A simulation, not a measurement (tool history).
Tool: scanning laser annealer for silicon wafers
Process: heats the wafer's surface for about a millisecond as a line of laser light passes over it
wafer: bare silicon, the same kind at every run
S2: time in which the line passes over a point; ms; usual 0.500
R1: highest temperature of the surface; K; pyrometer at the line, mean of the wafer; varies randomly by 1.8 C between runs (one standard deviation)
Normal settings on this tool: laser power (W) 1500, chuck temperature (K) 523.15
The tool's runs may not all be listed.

Run 1, hour 0.0: usual settings. Result: R1 1237.15 K.
Run 2, hour 35.3: usual settings but S2 0.459 ms. Result: R1 1203.15 K.
Run 3, hour 74.1: usual settings but S2 0.459 ms. Result: R1 1204.15 K.
Run 4, hour 124.5: usual settings but S2 0.459 ms. Result: R1 1199.15 K.
Run 5, hour 166.3: usual settings. Result: R1 1223.15 K.
Run 6, hour 218.2: usual settings but S2 0.485 ms. Result: R1 1214.15 K.
Run 7, hour 265.7: usual settings but laser power (W) 1493, chuck temperature (K) 532.15. Result: R1 1225.15 K.
At hour 270.9: window over the wafer cleaned.
Run 8, hour 300.8: usual settings but laser power (W) 1493, S2 0.376 ms, chuck temperature (K) 486.15. Result: R1 1092.15 K.
Run 9, hour 345.0: usual settings but laser power (W) 1293, S2 0.592 ms, chuck temperature (K) 517.15. Result: R1 1134.15 K.
Run 10, hour 387.6: usual settings but laser power (W) 1569, S2 0.592 ms, chuck temperature (K) 517.15. Result: R1 1303.15 K.
Run 11, hour 429.3: usual settings but laser power (W) 1569, S2 0.592 ms, chuck temperature (K) 517.15. Result: R1 1298.15 K.

Here are 3 independent what-if runs from the current tool condition. What would each one return?
Run A, hour 476.4: usual settings but S2 0.610 ms. Result: R1 ?.
Run B, hour 476.4: usual settings but laser power (W) 1569, S2 0.490 ms, chuck temperature (K) 517.15. Result: R1 ?.
Run C, hour 476.4: usual settings but laser power (W) 1569, S2 0.477 ms. Result: R1 ?.

run       R1
  A  1271.15
  B  1234.15
  C  1234.15
With the hidden condition removed and each run's random variation left untouched, the same runs would have given:
run       R1
  A  1334.15
  B  1294.15
  C  1293.15
